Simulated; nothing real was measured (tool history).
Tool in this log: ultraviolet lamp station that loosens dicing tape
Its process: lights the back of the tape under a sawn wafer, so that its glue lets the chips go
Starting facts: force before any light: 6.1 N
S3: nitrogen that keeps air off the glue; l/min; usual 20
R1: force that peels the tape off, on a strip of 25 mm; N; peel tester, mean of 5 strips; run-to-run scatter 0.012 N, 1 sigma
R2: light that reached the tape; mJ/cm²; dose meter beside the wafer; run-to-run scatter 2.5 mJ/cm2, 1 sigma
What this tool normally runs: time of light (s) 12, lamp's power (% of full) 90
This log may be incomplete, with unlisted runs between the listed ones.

Run 1, hour 0: usual settings. Result: R1 1.144 N, R2 206 mJ/cm².
Run 2, hour 45.2: usual settings. Result: R1 1.194 N, R2 201 mJ/cm².
Run 3, hour 97.1: usual settings but S3 23 l/min. Result: R1 1.204 N, R2 200 mJ/cm².
Run 4, hour 124.6: usual settings but S3 23 l/min. Result: R1 1.155 N, R2 196 mJ/cm².
Run 5, hour 177.4: usual settings but S3 8 l/min. Result: R1 1.725 N, R2 193 mJ/cm².
Run 6, hour 228: usual settings but S3 8 l/min. Result: R1 1.818 N, R2 190 mJ/cm².
Run 7, hour 264.6: usual settings but S3 8 l/min. Result: R1 1.869 N, R2 187 mJ/cm².
Run 8, hour 294.2: usual settings but S3 8 l/min. Result: R1 1.81 N, R2 187 mJ/cm².
At hour 305.1: window cleaned of glue's vapour.
Run 9, hour 332.9: usual settings. Result: R1 1.036 N, R2 222 mJ/cm².
Run 10, hour 355.2: usual settings. Result: R1 1.018 N, R2 219 mJ/cm².
Run 11, hour 393.7: usual settings. Result: R1 1.081 N, R2 218 mJ/cm².
Run 12, hour 446.3: usual settings. Result: R1 1.085 N, R2 216 mJ/cm².
Run 13, hour 482: usual settings but time of light (s) 7. Result: R1 2.194 N, R2 126 mJ/cm².
Run 14, hour 505.4: usual settings but time of light (s) 7. Result: R1 2.271 N, R2 124 mJ/cm².
Run 15, hour 545.6: usual settings but time of light (s) 7. Result: R1 2.277 N, R2 120 mJ/cm².
Run 16, hour 593: usual settings but time of light (s) 10. Result: R1 1.473 N, R2 165 mJ/cm².
Run 17, hour 627.3: usual settings but lamp's power (% of full) 94. Result: R1 1.157 N, R2 209 mJ/cm².
Run 18, hour 678.8: usual settings but lamp's power (% of full) 94, S3 9 l/min. Result: R1 1.488 N, R2 202 mJ/cm².
Run 19, hour 726.6: usual settings but time of light (s) 13. Result: R1 1.129 N, R2 215 mJ/cm².
Run 20, hour 758.8: usual settings but time of light (s) 11. Result: R1 1.517 N, R2 174 mJ/cm².
Run 21, hour 813: usual settings but time of light (s) 11. Result: R1 1.473 N, R2 172 mJ/cm².
Run 22, hour 861.7: usual settings but time of light (s) 17, lamp's power (% of full) 64. Result: R1 1.3 N, R2 183 mJ/cm².
Run 23, hour 896.4: usual settings but time of light (s) 16, lamp's power (% of full) 68, S3 6 l/min. Result: R1 2.066 N, R2 185 mJ/cm².
Run 24, hour 926.9: usual settings but lamp's power (% of full) 63. Result: R1 2.138 N, R2 126 mJ/cm².
Run 25, hour 958.9: usual settings but lamp's power (% of full) 64, S3 25 l/min. Result: R1 2.11 N, R2 126 mJ/cm².
Run 26, hour 1001.8: usual settings but lamp's power (% of full) 64, S3 25 l/min. Result: R1 2.063 N, R2 125 mJ/cm².
Run 27, hour 1052.6: usual settings but lamp's power (% of full) 64, S3 22 l/min. Result: R1 2.216 N, R2 121 mJ/cm².
Run 28, hour 1107.5: usual settings but time of light (s) 11, lamp's power (% of full) 83. Result: R1 1.889 N, R2 142 mJ/cm².
Run 29, hour 1132.5: usual settings but time of light (s) 11, S3 11 l/min. Result: R1 2.025 N, R2 154 mJ/cm².
Run 30, hour 1178.3: usual settings but lamp's power (% of full) 94, S3 16 l/min. Result: R1 1.647 N, R2 172 mJ/cm².
Run 31, hour 1211: usual settings but time of light (s) 10, lamp's power (% of full) 94, S3 23 l/min. Result: R1 1.862 N, R2 143 mJ/cm².
Run 32, hour 1239: usual settings but time of light (s) 10, lamp's power (% of full) 94, S3 23 l/min. Result: R1 1.968 N, R2 138 mJ/cm².
Run 33, hour 1270.4: usual settings but time of light (s) 17, lamp's power (% of full) 89, S3 7 l/min. Result: R1 1.545 N, R2 225 mJ/cm².
Run 34, hour 1313.7: usual settings but lamp's power (% of full) 81. Result: R1 1.981 N, R2 139 mJ/cm².
Run 35, hour 1359.8: usual settings but time of light (s) 13, lamp's power (% of full) 70. Result: R1 2.119 N, R2 128 mJ/cm².
Run 36, hour 1387.5: usual settings but time of light (s) 21, lamp's power (% of full) 61, S3 21 l/min. Result: R1 1.414 N, R2 178 mJ/cm².
At hour 1419.5: window cleaned of glue's vapour.
Run 37, hour 1439.2: usual settings but time of light (s) 21, lamp's power (% of full) 61, S3 21 l/min. Result: R1 1.092 N, R2 214 mJ/cm².
Run 38, hour 1481.1: usual settings but time of light (s) 7, S3 27 l/min. Result: R1 2.523 N, R2 103 mJ/cm².
Run 39, hour 1534.5: usual settings but time of light (s) 7, S3 27 l/min. Result: R1 2.497 N, R2 101 mJ/cm².
Run 40, hour 1580.8: usual settings but time of light (s) 7, S3 6 l/min. Result: R1 3.308 N, R2 102 mJ/cm².
Run 41, hour 1632.2: usual settings but lamp's power (% of full) 87, S3 28 l/min. Result: R1 1.515 N, R2 165 mJ/cm².
Run 42, hour 1675.2: usual settings but time of light (s) 17, lamp's power (% of full) 69, S3 31 l/min. Result: R1 1.285 N, R2 177 mJ/cm².

Below are 3 alternative next runs, each starting from the tool's condition after run 42. Predict each:
Run A, hour 1705.4: usual settings but time of light (s) 17, lamp's power (% of full) 63, S3 32 l/min. Result: R1 ?, R2 ?.
Run B, hour 1705.4: usual settings but lamp's power (% of full) 69. Result: R1 ?, R2 ?.
Run C, hour 1705.4: usual settings but time of light (s) 21, lamp's power (% of full) 78, S3 24 l/min. Result: R1 ?, R2 ?.

run     R1   R2
  A  1.484  159
  B  2.165  124
  C  0.786  247
What these runs would have given with no unlogged condition in the tool:
run     R1   R2
  A   0.48  303
  B  0.909  235
  C  0.214  466
